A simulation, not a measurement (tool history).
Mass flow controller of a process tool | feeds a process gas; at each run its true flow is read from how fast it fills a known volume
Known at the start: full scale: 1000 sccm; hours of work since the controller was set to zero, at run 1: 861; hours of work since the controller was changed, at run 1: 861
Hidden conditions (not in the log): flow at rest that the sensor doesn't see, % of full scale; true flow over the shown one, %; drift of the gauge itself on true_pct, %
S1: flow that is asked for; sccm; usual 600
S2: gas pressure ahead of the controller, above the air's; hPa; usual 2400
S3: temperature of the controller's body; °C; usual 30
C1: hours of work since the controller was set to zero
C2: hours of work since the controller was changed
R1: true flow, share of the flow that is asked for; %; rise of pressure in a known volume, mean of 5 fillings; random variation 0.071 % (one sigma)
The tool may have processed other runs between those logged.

| run | day | S1 | S2 | S3 | C1 | C2 | R1 |
|---|---|---|---|---|---|---|---|
| 1 | 0.000 | 600 | 2400 | 30 | 861 | 861 | 100.09 |
| 2 | 2.071 | 600 | 2400 | 30 | 879 | 879 | 100.11 |
| 3 | 4.771 | 600 | 2400 | 30 | 903 | 903 | 100.25 |
| 4 | 7.638 | 600 | 2400 | 30 | 928 | 928 | 100.12 |
| 5 | 10.325 | 600 | 2400 | 30 | 952 | 952 | 100.09 |
| 6 | 14.025 | 600 | 2400 | 30 | 985 | 985 | 100.23 |
| 7 | 17.358 | 600 | 2400 | 30 | 1014 | 1014 | 100.14 |
| 8 | 20.225 | 600 | 2400 | 30 | 1040 | 1040 | 100.20 |
| 9 | 24.329 | 600 | 2400 | 30 | 1076 | 1076 | 100.22 |
| 10 | 26.108 | 600 | 2400 | 30 | 1092 | 1092 | 100.14 |
| 11 | 29.742 | 600 | 2400 | 26 | 1124 | 1124 | 99.76 |
| 12 | 33.462 | 600 | 2400 | 30 | 1157 | 1157 | 100.13 |
| 13 | 35.371 | 600 | 2400 | 32 | 1174 | 1174 | 100.41 |
| 14 | 37.600 | 600 | 2400 | 32 | 1193 | 1193 | 100.41 |
| 15 | 41.442 | 600 | 2400 | 32 | 1227 | 1227 | 100.55 |
| 16 | 44.358 | 600 | 2400 | 32 | 1253 | 1253 | 100.38 |
| 17 | 47.725 | 600 | 2400 | 32 | 1283 | 1283 | 100.32 |
| 18 | 51.154 | 600 | 2400 | 30 | 1313 | 1313 | 100.31 |
| 19 | 55.221 | 600 | 2010 | 30 | 1349 | 1349 | 100.26 |
| 20 | 59.342 | 600 | 2010 | 30 | 1386 | 1386 | 100.18 |
| 21 | 61.975 | 600 | 2530 | 30 | 1409 | 1409 | 100.35 |
| 22 | 66.067 | 600 | 2530 | 30 | 1445 | 1445 | 100.43 |
| 23 | 70.104 | 600 | 2530 | 30 | 1481 | 1481 | 100.40 |
| 24 | 73.346 | 470 | 1450 | 33 | 1510 | 1510 | 100.43 |
| 25 | 76.842 | 470 | 1450 | 33 | 1541 | 1541 | 100.28 |
| 26 | 79.912 | 184 | 1520 | 21 | 1568 | 1568 | 99.20 |
| 27 | 81.838 | 184 | 1520 | 21 | 1585 | 1585 | 99.22 |
| 28 | 83.725 | 184 | 1520 | 21 | 1601 | 1601 | 99.12 |
| 29 | 86.833 | 184 | 1520 | 21 | 1629 | 1629 | 99.09 |
| 30 | 90.300 | 325 | 2300 | 33 | 1660 | 1660 | 100.38 |
| 31 | 93.829 | 936 | 2440 | 27 | 1691 | 1691 | 100.62 |
| 32 | 96.867 | 936 | 2690 | 31 | 1718 | 1718 | 100.94 |
| 33 | 100.583 | 936 | 2690 | 31 | 1751 | 1751 | 101.20 |
| 34 | 102.371 | 600 | 2340 | 37 | 1766 | 1766 | 101.17 |
| 35 | 105.338 | 600 | 2400 | 37 | 1793 | 1793 | 101.21 |
| 36 | 108.300 | 600 | 2400 | 37 | 1819 | 1819 | 101.12 |
| 37 | 111.229 | 600 | 2780 | 22 | 1845 | 1845 | 99.76 |
| 38 | 113.483 | 421 | 1640 | 26 | 1865 | 1865 | 99.75 |

Run 39 comes next. What will it give?
| 39 | 115.733 | 421 | 1640 | 26 | 1885 | 1885 | ? |

{"run 39": {"R1": 99.81}}
Minus the tool's unlogged condition, the same run would have read R1 99.09 %.
